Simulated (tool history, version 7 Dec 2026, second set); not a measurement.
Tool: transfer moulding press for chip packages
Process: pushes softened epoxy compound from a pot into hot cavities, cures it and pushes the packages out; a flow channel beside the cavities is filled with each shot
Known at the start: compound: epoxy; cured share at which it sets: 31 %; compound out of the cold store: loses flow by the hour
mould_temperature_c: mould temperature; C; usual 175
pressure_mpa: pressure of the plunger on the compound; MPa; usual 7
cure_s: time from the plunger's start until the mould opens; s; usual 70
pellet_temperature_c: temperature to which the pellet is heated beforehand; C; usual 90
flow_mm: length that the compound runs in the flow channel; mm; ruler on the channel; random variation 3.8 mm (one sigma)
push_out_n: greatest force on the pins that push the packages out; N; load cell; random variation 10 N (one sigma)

run,day,mould_temperature_c,pressure_mpa,cure_s,pellet_temperature_c,incoming compound's hours out of the cold store,flow_mm,push_out_n
1,0,175,7,70,90,41.3,547,642
2,0.467,175,7,70,90,40.8,543,772
3,1.117,181,7,70,90,38.8,543,653
4,1.433,175,7,70,90,20.3,574,916
5,1.871,175,7,70,90,12.1,589,999
6,2.521,175,7,70,90,19.9,573,1060
# day 2.612: cavities cleaned with cleaning compound and waxed
7,3.188,175,7,70,90,18.7,572,661
8,3.729,175,7,88,90,11.1,577,543
9,4.1,175,7,88,90,25.9,559,588
10,4.492,175,7,88,90,46.8,529,604
11,5.096,175,7,88,90,14.3,576,679
12,5.758,175,7,88,90,31.8,546,704
# day 5.888: cavities cleaned with cleaning compound and waxed
13,6.338,175,7,70,90,23.4,561,644
14,6.962,175,7,70,90,41.3,535,760
15,7.375,170,5.98,105,90,33.6,516,600
16,7.858,179,6.43,57,98,28.9,519,1148
17,8.346,178,7.12,106,95,31.4,547,629
18,8.983,178,7.12,65,99,27.2,548,950

Forecast run 19:
# day 9.146: cavities cleaned with cleaning compound and waxed
19,9.692,178,6.95,65,99,27.4,?,?

{"run 19": {"flow_mm": 543, "push_out_n": 606}}
Without the tool's hidden state the same run would have given flow_mm 565 mm, push_out_n 422 N.
